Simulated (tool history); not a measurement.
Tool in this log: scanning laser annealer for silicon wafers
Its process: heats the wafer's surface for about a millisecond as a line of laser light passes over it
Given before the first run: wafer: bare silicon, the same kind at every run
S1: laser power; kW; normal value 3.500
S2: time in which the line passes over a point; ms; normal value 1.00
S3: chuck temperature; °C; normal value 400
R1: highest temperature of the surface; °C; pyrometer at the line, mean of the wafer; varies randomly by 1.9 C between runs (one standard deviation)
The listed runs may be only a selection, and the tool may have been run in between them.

{"run": 1, "day": 0.0, "S1": 3.5, "S2": 1.0, "S3": 400, "R1": 1073}
{"run": 2, "day": 1.921, "S1": 3.5, "S2": 1.0, "S3": 400, "R1": 1071}
{"run": 3, "day": 3.9, "S1": 3.5, "S2": 1.0, "S3": 400, "R1": 1071}
{"run": 4, "day": 5.588, "S1": 3.5, "S2": 1.0, "S3": 398, "R1": 1068}
{"run": 5, "day": 7.858, "S1": 3.5, "S2": 1.0, "S3": 398, "R1": 1064}
{"run": 6, "day": 9.529, "S1": 3.5, "S2": 1.0, "S3": 398, "R1": 1092}
{"run": 7, "day": 11.329, "S1": 3.5, "S2": 1.0, "S3": 400, "R1": 1090}
{"run": 8, "day": 13.846, "S1": 3.381, "S2": 1.0, "S3": 400, "R1": 1057}
{"run": 9, "day": 16.05, "S1": 3.5, "S2": 0.93, "S3": 400, "R1": 1052}
{"run": 10, "day": 18.55, "S1": 3.429, "S2": 1.0, "S3": 400, "R1": 1059}
{"run": 11, "day": 20.183, "S1": 3.429, "S2": 1.0, "S3": 400, "R1": 1054}
{"run": 12, "day": 22.792, "S1": 3.429, "S2": 1.0, "S3": 400, "R1": 1051}
{"run": 13, "day": 24.529, "S1": 3.429, "S2": 1.0, "S3": 400, "R1": 1047}
{"run": 14, "day": 26.638, "S1": 3.5, "S2": 0.84, "S3": 400, "R1": 1001}
{"run": 15, "day": 29.162, "S1": 3.5, "S2": 0.84, "S3": 400, "R1": 995}
{"run": 16, "day": 31.325, "S1": 3.5, "S2": 0.84, "S3": 400, "R1": 1017}
{"run": 17, "day": 33.171, "S1": 3.681, "S2": 1.0, "S3": 400, "R1": 1123}
{"run": 18, "day": 34.817, "S1": 3.681, "S2": 1.0, "S3": 400, "R1": 1118}
{"run": 19, "day": 36.458, "S1": 3.681, "S2": 1.0, "S3": 400, "R1": 1117}
{"run": 20, "day": 37.538, "S1": 3.681, "S2": 1.0, "S3": 400, "R1": 1118}
{"run": 21, "day": 39.658, "S1": 3.302, "S2": 1.19, "S3": 432, "R1": 1120}
{"run": 22, "day": 41.45, "S1": 3.284, "S2": 1.19, "S3": 368, "R1": 1069}
{"run": 23, "day": 43.8, "S1": 3.5, "S2": 0.91, "S3": 430, "R1": 1079}
{"run": 24, "day": 45.288, "S1": 3.821, "S2": 1.0, "S3": 400, "R1": 1153}
{"run": 25, "day": 46.729, "S1": 3.821, "S2": 1.0, "S3": 400, "R1": 1151}
{"run": 26, "day": 49.167, "S1": 3.044, "S2": 0.76, "S3": 400, "R1": 888}
{"run": 27, "day": 50.471, "S1": 3.044, "S2": 0.76, "S3": 381, "R1": 867}
{"run": 28, "day": 52.292, "S1": 3.044, "S2": 0.76, "S3": 381, "R1": 884}
{"run": 29, "day": 54.925, "S1": 3.044, "S2": 0.76, "S3": 381, "R1": 884}
{"run": 30, "day": 57.283, "S1": 3.5, "S2": 1.11, "S3": 374, "R1": 1103}
{"run": 31, "day": 58.438, "S1": 3.254, "S2": 0.93, "S3": 438, "R1": 1044}
{"run": 32, "day": 60.696, "S1": 3.254, "S2": 0.93, "S3": 438, "R1": 1041}
{"run": 33, "day": 62.758, "S1": 3.5, "S2": 1.0, "S3": 380, "R1": 1056}
{"run": 34, "day": 64.446, "S1": 3.731, "S2": 0.72, "S3": 429, "R1": 1038}
{"run": 35, "day": 65.917, "S1": 3.731, "S2": 1.04, "S3": 429, "R1": 1170}
{"run": 36, "day": 67.375, "S1": 3.722, "S2": 1.01, "S3": 373, "R1": 1102}
{"run": 37, "day": 68.767, "S1": 3.513, "S2": 1.1, "S3": 439, "R1": 1145}
{"run": 38, "day": 69.971, "S1": 3.056, "S2": 0.85, "S3": 415, "R1": 933}
{"run": 39, "day": 72.667, "S1": 3.056, "S2": 0.85, "S3": 415, "R1": 953}

Not shown here: 5 entries made in the log between runs. Locate each between two listed runs and compare the hidden state at the listed run before it with the hidden state at the listed run after it:
After run 5, before run 6: window over the wafer cleaned (day 8.875)
  light that passes the window, % of a clean one's: 96.51 -> 99.85; laser's true power over the reading, %: -0.23 -> -0.24; width of the line over the set one, %: 3.17 -> 3.24
  measured minus no-state result, R1: -44 -> -17 °C
After run 15, before run 16: window over the wafer cleaned (day 29.854)
  light that passes the window, % of a clean one's: 96.36 -> 99.73; laser's true power over the reading, %: -0.35 -> -0.36; width of the line over the set one, %: 4.15 -> 4.25
  measured minus no-state result, R1: -46 -> -21 °C
After run 21, before run 22: optics aligned, line set to its width (day 40.642)
  light that passes the window, % of a clean one's: 98.32 -> 98.04; laser's true power over the reading, %: -0.41 -> -0.42; width of the line over the set one, %: 4.64 -> 0.28
  measured minus no-state result, R1: -38 -> -21 °C
After run 27, before run 28: window over the wafer cleaned (day 50.962)
  light that passes the window, % of a clean one's: 96.43 -> 99.63; laser's true power over the reading, %: -0.47 -> -0.48; width of the line over the set one, %: 0.71 -> 0.78
  measured minus no-state result, R1: -27 -> -8 °C
After run 38, before run 39: window over the wafer cleaned (day 71.921)
  light that passes the window, % of a clean one's: 96.48 -> 99.73; laser's true power over the reading, %: -0.59 -> -0.6; width of the line over the set one, %: 1.6 -> 1.71
  measured minus no-state result, R1: -31 -> -11 °C
